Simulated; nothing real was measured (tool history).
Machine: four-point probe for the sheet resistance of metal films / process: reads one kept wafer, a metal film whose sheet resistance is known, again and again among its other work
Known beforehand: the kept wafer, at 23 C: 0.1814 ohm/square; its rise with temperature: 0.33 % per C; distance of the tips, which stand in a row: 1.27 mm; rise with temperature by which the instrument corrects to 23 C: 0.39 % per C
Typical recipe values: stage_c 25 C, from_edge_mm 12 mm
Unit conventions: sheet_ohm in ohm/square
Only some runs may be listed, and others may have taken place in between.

run,hour,stage_c,from_edge_mm,sheet_ohm
1,0,25,12,0.181604
2,15.7,25,12,0.181613
3,33.1,25,12,0.181686
4,46.5,31,12,0.181114
5,61.1,31,12,0.181124
6,74.8,31,8,0.182406
7,87.1,31,8,0.182391
8,106.1,31,8,0.182414
9,119.5,31,8,0.182417
10,137.4,31,8,0.182453
11,150.9,31,8,0.182421
12,162.3,31,8,0.182425
13,173.9,31,8,0.182439
14,188.5,31,8,0.182366
15,201.1,31,8,0.182512
# hour 203.4: stage's thermometer calibrated
16,210,31,8,0.182469
17,228,31,8,0.182472
18,244.7,31,12,0.181084
# hour 260.2: stage's thermometer calibrated, once more
19,263.6,31,12,0.181058
20,277.9,20,12,0.182089
21,291.8,20,12,0.18208
22,302,25,18,0.181034
23,311,25,18,0.181003
24,324.9,33,18,0.180335
25,342.5,19,31,0.181316
26,359.2,20,9,0.182961
27,369.6,22,51,0.180898
28,380.9,25,46,0.180635
29,393.7,32,20,0.180363
30,410.6,32,20,0.180338
31,426.4,19,52,0.181153
32,443,19,52,0.181196
33,462,29,52,0.180327
34,476.4,26,70,0.180555
35,484.7,23,13,0.181689
36,497.2,23,8,0.18317
37,514.6,23,26,0.181023
38,524.3,19,46,0.181244
39,538.4,19,46,0.181229
40,547,26,11,0.18181
41,564.9,25,5,0.186672
42,577.6,28,3,0.196033
43,586.6,30,19,0.18064
44,595.2,19,12,0.18227

Branching from run 44: 4 alternative next runs. What would each branch give?
A,613.5,35,41,?
B,613.5,19,16,?
C,613.5,35,60,?
D,613.5,24,73,?

run,sheet_ohm
A,0.179829
B,0.181835
C,0.179806
D,0.180762
Without the tool's unlogged condition, the same runs would have read:
run,sheet_ohm
A,0.180419
B,0.182434
C,0.180396
D,0.181358

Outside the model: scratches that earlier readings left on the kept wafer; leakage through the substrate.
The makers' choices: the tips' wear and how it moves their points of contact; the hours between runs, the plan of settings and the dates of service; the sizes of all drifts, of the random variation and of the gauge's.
